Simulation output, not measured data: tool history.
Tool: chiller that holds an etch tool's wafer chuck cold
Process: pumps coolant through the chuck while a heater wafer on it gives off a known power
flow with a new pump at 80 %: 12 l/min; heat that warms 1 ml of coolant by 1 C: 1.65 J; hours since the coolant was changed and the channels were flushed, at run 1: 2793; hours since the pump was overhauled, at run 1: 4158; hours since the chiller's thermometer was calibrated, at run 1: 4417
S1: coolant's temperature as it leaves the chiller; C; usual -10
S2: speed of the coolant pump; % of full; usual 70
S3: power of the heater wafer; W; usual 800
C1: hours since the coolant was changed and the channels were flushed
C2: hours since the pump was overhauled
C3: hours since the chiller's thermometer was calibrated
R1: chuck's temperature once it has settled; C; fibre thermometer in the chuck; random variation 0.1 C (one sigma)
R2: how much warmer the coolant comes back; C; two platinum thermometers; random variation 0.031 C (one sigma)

run,hour,S1,S2,S3,C1,C2,C3,R1,R2
1,0.0,-10,70,800,2793,4158,4417,2.0,3.00
2,202.1,-10,70,800,2995,4360,4619,2.3,3.05
3,351.0,-10,70,522,3144,4509,4768,-2.1,1.95
# hour 406.3: chiller's thermometer calibrated
4,562.0,-10,70,522,3354,4719,156,-1.6,1.97
# hour 583.8: coolant pump overhauled
5,675.9,-10,92,522,3463,92,265,-3.2,1.52
6,860.4,-10,92,522,3647,277,449,-2.8,1.60
7,1011.8,-10,76,841,3799,428,601,3.2,3.12
8,1165.8,-10,74,759,3953,582,755,2.3,2.95

Run 9 comes next. What will it give?
# hour 1210.1: coolant pump overhauled, once more
9,1383.6,-19,89,563,4166,173,967,?,?

Run 9 gave R1 -11.8 C, R2 1.54 C.
Without the tool's hidden state the same run would have given R1 -12.5 C, R2 1.54 C.

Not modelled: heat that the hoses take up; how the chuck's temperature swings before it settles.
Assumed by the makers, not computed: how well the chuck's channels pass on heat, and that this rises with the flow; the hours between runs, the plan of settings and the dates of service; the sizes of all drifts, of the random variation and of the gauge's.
